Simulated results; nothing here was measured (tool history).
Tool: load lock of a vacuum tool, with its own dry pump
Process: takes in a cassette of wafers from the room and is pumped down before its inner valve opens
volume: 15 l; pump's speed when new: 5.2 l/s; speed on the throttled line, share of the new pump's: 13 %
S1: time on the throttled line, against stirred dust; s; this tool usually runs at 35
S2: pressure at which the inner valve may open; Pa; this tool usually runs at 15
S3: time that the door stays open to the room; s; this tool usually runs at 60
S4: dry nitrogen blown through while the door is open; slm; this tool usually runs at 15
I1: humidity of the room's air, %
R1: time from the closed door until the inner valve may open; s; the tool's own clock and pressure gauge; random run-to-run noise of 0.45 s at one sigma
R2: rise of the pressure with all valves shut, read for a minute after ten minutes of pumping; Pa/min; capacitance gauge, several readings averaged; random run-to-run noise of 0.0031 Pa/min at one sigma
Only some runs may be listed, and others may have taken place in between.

run      day  S1  S2   S3  S4    I1    R1     R2
  1    0.000  35  15   60  15  44.5  61.0  0.147
  2    9.458  35  15   60  15  48.2  60.6  0.161
  3   23.017  35  15   60  15  47.4  60.8  0.163
  4   37.596  19  15   60  15  45.4  47.5  0.163
  5   48.533  19  15   60  15  44.6  48.4  0.161
  6   60.862  35  15   60  15  46.1  60.5  0.171
  7   72.138  35  15   60  31  44.5  61.8  0.154
  8   82.579  35  15   60  31  46.9  60.6  0.160
  9   94.958  35  15  218  15  44.3  61.5  0.248
 10  105.896  35  15  218  15  46.8  61.1  0.261
 11  112.796  23  15   60  15  45.7  51.0  0.190
 12  127.246  35  15   54  15  47.1  61.6  0.192
 13  136.179  35  15   54  15  43.3  61.9  0.189
 14  147.838  35  15   54  15  48.1  62.0  0.199
 15  159.404  35  23   60  15  45.5  61.0  0.205
 16  169.004  35  18   60  15  47.4  61.6  0.216
 17  179.392  35  18   60  15  47.7  62.4  0.223
 18  193.371  35  15   60  15  43.8  62.6  0.211
 19  202.146  62  25   60  41  43.6  83.0  0.197
 20  211.688  62  25   60  41  44.2  83.3  0.204
 21  225.129  22  15   69  15  46.4  52.2  0.245
 22  234.975  66  18   33   8  46.1  87.0  0.234
 23  247.367  45  15   60  31  46.2  71.7  0.226
     256.579  -- door's seal changed, seat wiped
 24  259.562  45  15   28  30  46.2  72.0  0.056
 25  265.738  28  15   74  15  45.6  57.9  0.091
 26  272.696  35  15   60  13  43.9  63.0  0.086
 27  283.617  35  15   60  45  46.6  63.2  0.070
 28  293.758  35  15   60  45  42.7  63.5  0.055
 29  301.854  36  25   60  15  43.7  62.1  0.094
 30  312.438  36  25   60  15  44.0  62.8  0.088
     314.488  -- dry pump taken out, an overhauled one fitted
 31  326.412  36  15   82  15  43.3  57.3  0.107
 32  333.271  37  28  159   4  50.2  55.5  0.191
 33  339.933  21  28  159   4  45.0  41.9  0.176
 34  352.738  57  19   34  14  43.5  74.0  0.077
 35  362.829  29  13   35  33  43.4  51.5  0.062
 36  373.471  53  12   80   7  47.0  72.4  0.129

Measured minus without-hidden-state, run by run (identical run-to-run variation in each term; gauge scatter may differ):
Hidden conditions of the tool in this case: pump's speed, % of a new pump's; leak at the door's seal, Pa l/s; drift of the gauge itself on ready_s, %; drift of the gauge itself on rise_pa_min, %.
run    R1      R2
  1  +4.6  +0.068
  2  +4.8  +0.071
  3  +4.8  +0.075
  4  +5.5  +0.080
  5  +5.7  +0.084
  6  +5.2  +0.087
  7  +5.4  +0.091
  8  +5.4  +0.097
  9  +5.6  +0.101
 10  +5.7  +0.104
 11  +6.2  +0.106
 12  +5.9  +0.113
 13  +6.0  +0.115
 14  +6.1  +0.117
 15  +5.9  +0.125
 16  +6.2  +0.128
 17  +6.4  +0.133
 18  +6.6  +0.136
 19  +5.1  +0.141
 20  +5.1  +0.149
 21  +7.5  +0.154
 22  +5.6  +0.160
 23  +6.8  +0.162
 24  +7.0  +0.004
 25  +7.8  +0.005
 26  +7.5  +0.006
 27  +7.7  +0.007
 28  +7.8  +0.008
 29  +7.3  +0.009
 30  +7.4  +0.009
 31  -0.1  +0.012
 32  -0.1  +0.012
 33  +0.0  +0.013
 34  +0.0  +0.015
 35  +0.1  +0.016
 36  +0.2  +0.018
